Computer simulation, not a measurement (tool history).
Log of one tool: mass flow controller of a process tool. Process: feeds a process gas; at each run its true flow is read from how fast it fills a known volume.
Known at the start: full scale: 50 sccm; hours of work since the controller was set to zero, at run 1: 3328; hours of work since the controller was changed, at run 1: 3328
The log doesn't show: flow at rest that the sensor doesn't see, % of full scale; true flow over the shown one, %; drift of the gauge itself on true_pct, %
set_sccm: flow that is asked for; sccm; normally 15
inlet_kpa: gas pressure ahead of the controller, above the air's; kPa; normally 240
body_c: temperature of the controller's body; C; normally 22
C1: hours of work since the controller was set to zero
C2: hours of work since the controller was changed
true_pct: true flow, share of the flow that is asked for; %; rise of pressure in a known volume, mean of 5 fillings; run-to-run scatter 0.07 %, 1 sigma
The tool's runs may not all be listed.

{"run": 1, "hour": 0.0, "set_sccm": 15, "inlet_kpa": 240, "body_c": 22, "C1": 3328, "C2": 3328, "true_pct": 96.09}
{"run": 2, "hour": 81.7, "set_sccm": 15, "inlet_kpa": 140, "body_c": 22, "C1": 3371, "C2": 3371, "true_pct": 95.28}
{"run": 3, "hour": 231.8, "set_sccm": 15, "inlet_kpa": 240, "body_c": 31, "C1": 3450, "C2": 3450, "true_pct": 96.02}
{"run": 4, "hour": 321.0, "set_sccm": 15, "inlet_kpa": 240, "body_c": 22, "C1": 3497, "C2": 3497, "true_pct": 95.81}
{"run": 5, "hour": 404.0, "set_sccm": 15, "inlet_kpa": 240, "body_c": 22, "C1": 3540, "C2": 3540, "true_pct": 95.8}
{"run": 6, "hour": 549.1, "set_sccm": 15, "inlet_kpa": 240, "body_c": 22, "C1": 3616, "C2": 3616, "true_pct": 95.77}
{"run": 7, "hour": 701.8, "set_sccm": 15, "inlet_kpa": 240, "body_c": 22, "C1": 3696, "C2": 3696, "true_pct": 95.58}
{"run": 8, "hour": 879.2, "set_sccm": 34, "inlet_kpa": 240, "body_c": 22, "C1": 3789, "C2": 3789, "true_pct": 97.09}
{"hour": 896.8, "done": "controller's zero set anew"}
{"run": 9, "hour": 970.6, "set_sccm": 34, "inlet_kpa": 240, "body_c": 22, "C1": 39, "C2": 3837, "true_pct": 96.87}
{"run": 10, "hour": 1076.1, "set_sccm": 34, "inlet_kpa": 240, "body_c": 22, "C1": 94, "C2": 3893, "true_pct": 96.88}
{"run": 11, "hour": 1171.7, "set_sccm": 15, "inlet_kpa": 197, "body_c": 22, "C1": 144, "C2": 3943, "true_pct": 94.66}
{"hour": 1230.1, "done": "controller's zero set anew, once more"}
{"run": 12, "hour": 1339.7, "set_sccm": 15, "inlet_kpa": 240, "body_c": 22, "C1": 58, "C2": 4031, "true_pct": 96.98}
{"run": 13, "hour": 1425.6, "set_sccm": 15, "inlet_kpa": 240, "body_c": 22, "C1": 103, "C2": 4076, "true_pct": 96.89}
{"run": 14, "hour": 1571.2, "set_sccm": 15, "inlet_kpa": 240, "body_c": 22, "C1": 179, "C2": 4152, "true_pct": 96.8}
{"run": 15, "hour": 1693.0, "set_sccm": 15, "inlet_kpa": 240, "body_c": 22, "C1": 243, "C2": 4216, "true_pct": 96.75}
{"run": 16, "hour": 1795.3, "set_sccm": 24, "inlet_kpa": 149, "body_c": 39, "C1": 297, "C2": 4270, "true_pct": 96.73}
{"run": 17, "hour": 1946.0, "set_sccm": 35, "inlet_kpa": 271, "body_c": 25, "C1": 376, "C2": 4349, "true_pct": 97.63}
{"run": 18, "hour": 2067.3, "set_sccm": 6, "inlet_kpa": 219, "body_c": 30, "C1": 439, "C2": 4412, "true_pct": 95.93}
{"run": 19, "hour": 2150.2, "set_sccm": 15, "inlet_kpa": 168, "body_c": 28, "C1": 483, "C2": 4456, "true_pct": 96.18}
{"run": 20, "hour": 2269.6, "set_sccm": 15, "inlet_kpa": 240, "body_c": 30, "C1": 545, "C2": 4519, "true_pct": 96.6}
{"run": 21, "hour": 2442.9, "set_sccm": 15, "inlet_kpa": 150, "body_c": 26, "C1": 636, "C2": 4609, "true_pct": 95.78}
{"run": 22, "hour": 2619.0, "set_sccm": 15, "inlet_kpa": 150, "body_c": 26, "C1": 729, "C2": 4702, "true_pct": 95.77}
{"run": 23, "hour": 2723.8, "set_sccm": 15, "inlet_kpa": 150, "body_c": 26, "C1": 784, "C2": 4757, "true_pct": 95.72}
{"run": 24, "hour": 2848.5, "set_sccm": 9, "inlet_kpa": 240, "body_c": 28, "C1": 849, "C2": 4822, "true_pct": 95.94}
{"run": 25, "hour": 2959.2, "set_sccm": 9, "inlet_kpa": 240, "body_c": 28, "C1": 907, "C2": 4880, "true_pct": 95.62}
{"run": 26, "hour": 3052.9, "set_sccm": 21, "inlet_kpa": 269, "body_c": 20, "C1": 956, "C2": 4930, "true_pct": 96.58}
{"run": 27, "hour": 3179.5, "set_sccm": 21, "inlet_kpa": 269, "body_c": 20, "C1": 1023, "C2": 4996, "true_pct": 96.57}

Here are 4 independent what-if runs from the current tool condition. What would each one return?
{"run": "A", "hour": 3360.9, "set_sccm": 15, "inlet_kpa": 240, "body_c": 22, "C1": 1118, "C2": 5091, "true_pct": "?"}
{"run": "B", "hour": 3360.9, "set_sccm": 10, "inlet_kpa": 162, "body_c": 20, "C1": 1118, "C2": 5091, "true_pct": "?"}
{"run": "C", "hour": 3360.9, "set_sccm": 18, "inlet_kpa": 206, "body_c": 35, "C1": 1118, "C2": 5091, "true_pct": "?"}
{"run": "D", "hour": 3360.9, "set_sccm": 45, "inlet_kpa": 232, "body_c": 21, "C1": 1118, "C2": 5091, "true_pct": "?"}

run=A true_pct=95.98
run=B true_pct=94.96
run=C true_pct=96.22
run=D true_pct=97.07
Had the tool no hidden state, the same runs would have come out as:
run=A true_pct=99.11
run=B true_pct=98.32
run=C true_pct=99.27
run=D true_pct=99.90
